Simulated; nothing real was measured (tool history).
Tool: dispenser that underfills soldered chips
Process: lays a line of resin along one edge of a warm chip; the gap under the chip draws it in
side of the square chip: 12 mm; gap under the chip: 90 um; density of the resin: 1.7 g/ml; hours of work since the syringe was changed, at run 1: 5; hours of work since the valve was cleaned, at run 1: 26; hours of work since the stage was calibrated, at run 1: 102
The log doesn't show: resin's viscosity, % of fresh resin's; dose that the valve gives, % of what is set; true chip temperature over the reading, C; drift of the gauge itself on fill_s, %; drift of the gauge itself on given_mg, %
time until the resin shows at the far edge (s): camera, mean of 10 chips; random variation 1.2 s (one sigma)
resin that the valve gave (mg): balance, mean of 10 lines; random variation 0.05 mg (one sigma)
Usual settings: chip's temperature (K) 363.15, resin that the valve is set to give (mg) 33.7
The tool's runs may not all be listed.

run   hour  chip's temperature (K)  resin that the valve is set to give (mg)  hours of work since the syringe was changed  hours of work since the valve was cleaned  hours of work since the stage was calibrated  time until the resin shows at the far edge (s)  resin that the valve gave (mg)
  1      0                  363.15                                      33.7                                            5                                         26                                           102                                             148                           33.31
       4.4  -- new syringe of resin
  2    9.9                  363.15                                      35.8                                            4                                         34                                           109                                             146                           35.11
      15.6  -- new syringe of resin
      19.5  -- dispensing valve cleaned and set on the balance
  3   24.3                  363.15                                      30.1                                            6                                          4                                           119                                           154.8                            29.9
      27.6  -- new syringe of resin
      39.5  -- new syringe of resin
  4     40                  363.15                                      29.8                                            0                                         16                                           131                                           121.2                           29.49
  5   48.8                  363.15                                      43.6                                            7                                         23                                           138                                           165.4                              43
      51.4  -- new syringe of resin
  6   60.1                  363.15                                      43.6                                            7                                         31                                           147                                           161.5                           42.71
      63.5  -- new syringe of resin
      73.2  -- dispensing valve cleaned and set on the balance
      75.8  -- new syringe of resin
  7   75.8                  363.15                                      43.6                                            0                                          2                                           158                                           115.1                           43.57
      87.6  -- new syringe of resin
  8   90.7                  363.15                                      43.6                                            2                                         13                                           169                                           130.1                           43.24
      99.2  -- new syringe of resin
  9  100.8                  363.15                                      43.6                                            1                                         21                                           177                                           121.1                           43.12
     110.4  -- new syringe of resin
 10  114.1                  376.15                                      33.7                                            3                                         31                                           187                                            76.7                            33.1
 11  120.9                  376.15                                      37.6                                            8                                         36                                           193                                              98                           36.76
     122.2  -- new syringe of resin
       127  -- dispensing valve cleaned and set on the balance
     134.3  -- new syringe of resin
 12  134.3                  376.15                                      37.6                                            0                                          6                                           202                                            66.1                           37.57
     145.7  -- new syringe of resin
 13  146.2                  376.15                                      37.6                                            0                                         15                                           211                                            65.2                           37.38
     156.8  -- new syringe of resin
 14  161.9                  375.15                                        36                                            4                                         27                                           223                                            84.9                           35.55
     167.8  -- new syringe of resin
 15  172.3                  371.15                                      42.7                                            3                                         35                                           231                                            95.5                           41.85
     179.7  -- new syringe of resin
     181.5  -- dispensing valve cleaned and set on the balance
 16  188.6                  359.15                                      39.9                                            6                                          6                                           243                                           197.5                           39.79
       193  -- new syringe of resin
 17  196.9                  352.15                                      32.6                                            3                                         12                                           249                                           241.5                           32.28

3 ways to go on from here, each from the tool as it stands after run 17. What would each give?
     204.5  -- new syringe of resin
  A  204.7                  378.15                                      35.9                                            0                                         18                                           255                                               ?                               ?
     204.5  -- new syringe of resin
  B  204.7                  376.15                                      39.5                                            0                                         18                                           255                                               ?                               ?
     204.5  -- new syringe of resin
  C  204.7                  363.15                                      33.2                                            0                                         18                                           255                                               ?                               ?

run  time until the resin shows at the far edge (s)  resin that the valve gave (mg)
  A                                            62.3                           35.45
  B                                            66.5                           38.97
  C                                           118.6                           32.76
Without the tool's hidden state the same runs would have given:
run  time until the resin shows at the far edge (s)  resin that the valve gave (mg)
  A                                            57.7                           35.91
  B                                            61.5                           39.46
  C                                           108.9                           33.18
